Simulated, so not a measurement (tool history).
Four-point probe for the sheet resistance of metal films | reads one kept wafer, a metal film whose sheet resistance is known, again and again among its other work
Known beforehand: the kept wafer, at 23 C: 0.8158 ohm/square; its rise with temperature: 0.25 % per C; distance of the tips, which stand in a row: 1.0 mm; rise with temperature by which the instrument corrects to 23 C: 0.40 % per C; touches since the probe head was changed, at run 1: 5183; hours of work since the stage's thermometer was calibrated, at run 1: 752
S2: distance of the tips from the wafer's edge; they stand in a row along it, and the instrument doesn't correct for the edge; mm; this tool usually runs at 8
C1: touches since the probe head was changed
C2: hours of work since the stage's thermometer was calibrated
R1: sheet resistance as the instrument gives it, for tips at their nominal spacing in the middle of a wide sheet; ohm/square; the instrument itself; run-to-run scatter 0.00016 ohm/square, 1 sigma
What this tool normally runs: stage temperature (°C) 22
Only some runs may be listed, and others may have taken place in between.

run 1 hour=0.0 | stage_temperature_(°C)=22 S2=8 | C1=5183 C2=752 | R1=0.824021
run 2 hour=21.3 | stage_temperature_(°C)=22 S2=8 | C1=6114 C2=768 | R1=0.823916
run 3 hour=41.6 | stage_temperature_(°C)=22 S2=8 | C1=7000 C2=783 | R1=0.823857
run 4 hour=61.6 | stage_temperature_(°C)=22 S2=8 | C1=7876 C2=798 | R1=0.824186
run 5 hour=83.5 | stage_temperature_(°C)=22 S2=8 | C1=8835 C2=814 | R1=0.823770
run 6 hour=101.9 | stage_temperature_(°C)=22 S2=8 | C1=9638 C2=828 | R1=0.824194
run 7 hour=118.2 | stage_temperature_(°C)=22 S2=21 | C1=10351 C2=840 | R1=0.817890
run 8 hour=136.3 | stage_temperature_(°C)=22 S2=8 | C1=11143 C2=854 | R1=0.823848
run 9 hour=146.7 | stage_temperature_(°C)=22 S2=8 | C1=11595 C2=862 | R1=0.823793
run 10 hour=160.8 | stage_temperature_(°C)=22 S2=8 | C1=12214 C2=872 | R1=0.823726
run 11 hour=171.8 | stage_temperature_(°C)=22 S2=8 | C1=12693 C2=880 | R1=0.823751
run 12 hour=185.6 | stage_temperature_(°C)=22 S2=8 | C1=13298 C2=891 | R1=0.823809
run 13 hour=199.4 | stage_temperature_(°C)=22 S2=8 | C1=13900 C2=901 | R1=0.823891
run 14 hour=213.2 | stage_temperature_(°C)=22 S2=35 | C1=14502 C2=911 | R1=0.817301
run 15 hour=224.3 | stage_temperature_(°C)=22 S2=35 | C1=14991 C2=920 | R1=0.817431
run 16 hour=238.4 | stage_temperature_(°C)=22 S2=35 | C1=15606 C2=930 | R1=0.816997
run 17 hour=249.7 | stage_temperature_(°C)=22 S2=41 | C1=16099 C2=939 | R1=0.817241
run 18 hour=270.1 | stage_temperature_(°C)=22 S2=41 | C1=16991 C2=954 | R1=0.817215
run 19 hour=287.9 | stage_temperature_(°C)=28 S2=30 | C1=17769 C2=967 | R1=0.810016
run 20 hour=309.9 | stage_temperature_(°C)=22 S2=47 | C1=18729 C2=984 | R1=0.817046

Expected results for the next run?
run 21 hour=331.0 | stage_temperature_(°C)=19 S2=9 | C1=19653 C2=1000 | R1=?

For run 21 the tool returned R1 0.826261 ohm/square.
Take away the tool's hidden state, keep the run-to-run variation as it was, and the same run would have given R1 0.826254 ohm/square.

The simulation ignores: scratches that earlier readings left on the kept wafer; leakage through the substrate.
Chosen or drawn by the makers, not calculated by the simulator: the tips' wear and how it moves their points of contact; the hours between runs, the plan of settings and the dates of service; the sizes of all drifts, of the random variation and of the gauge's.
